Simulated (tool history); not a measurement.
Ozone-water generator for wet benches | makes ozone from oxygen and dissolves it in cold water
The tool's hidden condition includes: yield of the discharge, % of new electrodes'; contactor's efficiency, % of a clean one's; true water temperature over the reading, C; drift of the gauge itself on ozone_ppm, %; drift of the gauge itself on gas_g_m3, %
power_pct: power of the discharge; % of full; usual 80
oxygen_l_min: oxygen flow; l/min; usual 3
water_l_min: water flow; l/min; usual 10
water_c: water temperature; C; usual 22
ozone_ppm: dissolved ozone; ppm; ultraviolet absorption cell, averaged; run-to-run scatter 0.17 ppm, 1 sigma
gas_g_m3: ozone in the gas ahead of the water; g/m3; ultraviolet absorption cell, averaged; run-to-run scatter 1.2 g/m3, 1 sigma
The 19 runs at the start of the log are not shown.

run    hour  power_pct  oxygen_l_min  water_l_min  water_c  hours of work since the electrodes were changed  hours of work since the contactor was cleaned  hours of work since the thermometer was calibrated  ozone_ppm  gas_g_m3
 20   723.2         65          2.24            8       16                                             1646                                            123                                                1187       25.1     218.2
 21   753.2         42          2.72            7       16                                             1664                                            141                                                1206         21     146.7
 22   803.4         42          2.72            7       22                                             1696                                            172                                                1237       19.3     150.4
 23   858.4         73          2.72            7       18                                             1730                                            207                                                1271       29.1     209.9
 24   885.5         80          3.86            6       22                                             1747                                            224                                                1288       30.1     187.6
 25   935.4         80          5.18            8       24                                             1778                                            255                                                1319       22.6     162.2
 26   967.6         78          4.13           14       19                                             1798                                            275                                                1339       16.1     178.5
 27  1020.2         94          1.53            9       17                                             1830                                            307                                                1372       26.4     330.4
 28  1046.5         95             3           11       22                                             1847                                            324                                                1388       21.6     236.9
 29    1071         76          2.77            8       20                                             1862                                            339                                                1403       25.8     213.2
 30  1099.4         76          2.77            8       20                                             1880                                            356                                                1421       25.7     214.9

Run 31 is up next; what results do you expect?
 31  1135.8         76          3.91            8       20                                             1902                                            379                                                1444          ?         ?

{"run 31": {"ozone_ppm": 25.1, "gas_g_m3": 179.4}}
With the hidden condition absent and the run-to-run variation left alone, this run would have shown ozone_ppm 27.1 ppm, gas_g_m3 191.8 g/m3.
